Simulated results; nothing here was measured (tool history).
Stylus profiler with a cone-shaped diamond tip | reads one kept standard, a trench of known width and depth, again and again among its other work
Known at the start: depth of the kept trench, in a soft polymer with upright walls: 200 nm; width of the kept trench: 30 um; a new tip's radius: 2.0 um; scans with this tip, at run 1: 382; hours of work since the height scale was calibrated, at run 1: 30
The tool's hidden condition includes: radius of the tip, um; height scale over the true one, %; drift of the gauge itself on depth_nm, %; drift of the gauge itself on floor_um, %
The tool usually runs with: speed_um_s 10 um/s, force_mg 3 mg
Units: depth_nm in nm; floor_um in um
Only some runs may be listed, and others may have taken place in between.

run	hour	speed_um_s	force_mg	scans with this tip	hours of work since the height scale was calibrated	depth_nm	floor_um
1	0	10	3	382	30	201.4	28.21
2	91	2	3	949	75	201.37	28.29
3	179.1	2	3	1498	118	201.48	28.22
4	233.3	10	3	1835	145	201.46	28.19
5	288.2	10	3	2177	172	201.58	28.16
6	376.3	10	3	2726	216	201.64	28.15
7	432.7	10	3	3077	243	201.61	28.22
8	528.3	10	3	3672	290	201.64	28.13
9	592.2	10	3	4070	322	201.48	28.08
10	679	10	3	4610	365	201.7	28.09
11	733.3	10	3.2	4948	391	201.65	28.17
12	838.8	10	3.2	5605	443	201.76	28.11
13	935.3	10	3.2	6206	491	201.76	28.04
14	983.6	21	3.2	6507	515	201.78	27.99
15	1062.5	21	3.2	6998	553	201.86	28.02
16	1139.9	21	3.2	7480	591	201.65	28.02
17	1247.2	21	3.2	8148	644	201.86	28.02
18	1354.8	7	3	8818	697	201.86	27.98
19	1446.1	12	3	9387	742	201.9	27.96
20	1542.3	34	3	9986	790	201.83	27.91
21	1647.1	34	3	10639	841	201.88	27.86
22	1740.5	34	3	11220	887	202.14	27.83
23	1824.1	34	3	11741	928	202.02	27.81
24	1893.1	12	2.07	12171	962	201.64	27.85

Expected results for the next run?
25	1999.8	12	2.07	12835	1015	?	?

Logged for run 25: depth_nm 201.65 nm, floor_um 27.93 um.
Take away the tool's hidden state, keep the run-to-run variation as it was, and the same run would have given depth_nm 201.14 nm, floor_um 28.25 um.
